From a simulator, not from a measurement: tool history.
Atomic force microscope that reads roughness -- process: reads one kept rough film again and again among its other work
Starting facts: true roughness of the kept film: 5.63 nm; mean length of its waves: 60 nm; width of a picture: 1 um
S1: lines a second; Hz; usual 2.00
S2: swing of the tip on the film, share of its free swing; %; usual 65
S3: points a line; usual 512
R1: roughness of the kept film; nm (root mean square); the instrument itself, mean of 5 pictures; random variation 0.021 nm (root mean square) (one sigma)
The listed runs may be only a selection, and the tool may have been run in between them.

| run | day | S1 | S2 | S3 | R1 |
|---|---|---|---|---|---|
| 1 | 0.000 | 2.00 | 65 | 512 | 5.031 |
| 2 | 0.542 | 2.00 | 65 | 512 | 5.042 |
| 3 | 1.054 | 2.00 | 65 | 512 | 5.042 |
| 4 | 1.558 | 0.52 | 65 | 512 | 5.312 |
| 5 | 2.325 | 1.46 | 65 | 512 | 5.170 |
| 6 | 2.975 | 2.00 | 65 | 512 | 5.059 |
| 7 | 3.438 | 2.00 | 65 | 512 | 5.014 |
| 8 | 4.221 | 2.00 | 65 | 512 | 5.018 |
| 9 | 4.929 | 2.00 | 65 | 512 | 5.027 |
| 10 | 5.446 | 2.00 | 65 | 790 | 5.102 |
| 11 | 5.833 | 2.00 | 65 | 459 | 5.045 |
| 12 | 6.279 | 2.00 | 65 | 512 | 5.040 |
| 13 | 6.721 | 2.00 | 65 | 512 | 5.027 |
| 14 | 7.242 | 0.83 | 65 | 512 | 5.271 |
| 15 | 7.842 | 2.00 | 75 | 512 | 4.754 |
| 16 | 8.242 | 2.00 | 75 | 512 | 4.807 |
| 17 | 8.962 | 2.00 | 75 | 512 | 4.797 |
| 18 | 9.529 | 2.00 | 65 | 512 | 5.020 |
| 19 | 10.246 | 2.00 | 65 | 512 | 5.021 |
| 20 | 10.996 | 2.00 | 65 | 512 | 5.046 |
| 21 | 11.458 | 2.00 | 55 | 512 | 5.184 |
|  | 11.842 | new tip fitted |
| 22 | 12.154 | 2.00 | 55 | 512 | 5.209 |
| 23 | 12.783 | 2.00 | 55 | 512 | 5.178 |
| 24 | 13.388 | 2.00 | 55 | 512 | 5.158 |
| 25 | 13.771 | 0.98 | 59 | 512 | 5.288 |
| 26 | 14.367 | 0.53 | 66 | 266 | 5.255 |
| 27 | 14.917 | 0.53 | 66 | 266 | 5.264 |
| 28 | 15.558 | 0.53 | 66 | 266 | 5.276 |
| 29 | 16.212 | 2.00 | 74 | 512 | 4.808 |
| 30 | 16.683 | 2.00 | 59 | 512 | 5.128 |
| 31 | 17.379 | 2.00 | 59 | 512 | 5.102 |
| 32 | 18.012 | 2.00 | 74 | 529 | 4.823 |
| 33 | 18.738 | 1.39 | 62 | 812 | 5.166 |
| 34 | 19.108 | 1.39 | 62 | 812 | 5.173 |
| 35 | 19.721 | 3.14 | 87 | 712 | 3.982 |
| 36 | 20.225 | 1.94 | 61 | 458 | 5.087 |
| 37 | 20.700 | 2.00 | 65 | 287 | 5.008 |
| 38 | 21.358 | 2.00 | 85 | 512 | 4.437 |
| 39 | 21.967 | 2.41 | 85 | 512 | 4.345 |
| 40 | 22.546 | 2.00 | 69 | 512 | 4.948 |
| 41 | 23.317 | 2.00 | 69 | 512 | 4.902 |
| 42 | 23.667 | 0.68 | 80 | 352 | 5.106 |
|  | 24.283 | new tip fitted |
| 43 | 24.379 | 1.83 | 75 | 666 | 4.820 |

For run 44, what comes out?
| 44 | 25.075 | 3.95 | 90 | 310 | ? |

{"run 44": {"R1": 3.577}}
If the tool had no hidden condition, the same run with the same run-to-run variation would have returned R1 3.579 nm (root mean square).

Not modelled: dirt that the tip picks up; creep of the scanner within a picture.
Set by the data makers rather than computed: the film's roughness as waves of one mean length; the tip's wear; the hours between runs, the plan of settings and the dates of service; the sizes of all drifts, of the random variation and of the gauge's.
